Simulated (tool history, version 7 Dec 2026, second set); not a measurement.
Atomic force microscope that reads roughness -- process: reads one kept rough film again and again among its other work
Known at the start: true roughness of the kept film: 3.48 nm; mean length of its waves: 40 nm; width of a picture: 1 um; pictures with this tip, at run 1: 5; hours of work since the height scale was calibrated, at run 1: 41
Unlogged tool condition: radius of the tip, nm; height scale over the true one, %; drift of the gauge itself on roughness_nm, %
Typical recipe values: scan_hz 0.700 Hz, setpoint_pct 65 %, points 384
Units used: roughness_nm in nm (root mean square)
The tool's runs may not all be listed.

run	day	scan_hz	setpoint_pct	points	pictures with this tip	hours of work since the height scale was calibrated	roughness_nm
1	0.000	0.700	65	384	5	41	3.037
2	0.196	0.700	65	384	13	44	2.985
3	0.471	0.700	61	384	24	47	2.953
4	0.767	0.700	65	384	36	51	2.848
5	1.133	0.700	65	384	51	55	2.770
6	1.558	0.700	61	384	69	61	2.681
7	1.829	1.830	65	384	80	64	2.553
8	2.092	1.830	65	384	91	67	2.478
9	2.512	1.830	65	384	108	73	2.396
10	2.758	0.700	73	384	118	76	2.398
# day 2.950: new tip fitted
11	3.017	0.700	73	384	3	79	3.049
12	3.283	0.700	58	384	14	82	3.012
13	3.650	0.700	58	384	29	87	2.931
14	3.958	0.700	58	384	42	91	2.868
15	4.192	0.700	58	384	51	94	2.780
16	4.417	0.700	58	384	60	96	2.741
17	4.696	0.700	58	384	72	100	2.679
18	4.912	0.700	65	384	81	103	2.595
19	5.308	0.700	65	384	97	108	2.524
20	5.667	0.700	80	384	112	112	2.401

Run 21, settings as shown, results not yet in. Your forecast:
21	5.979	2.807	72	386	124	116	?

roughness_nm: 2.159 nm (root mean square)
On a tool with no hidden condition, and with the same random variation, this run would have come out at roughness_nm 2.797 nm (root mean square).
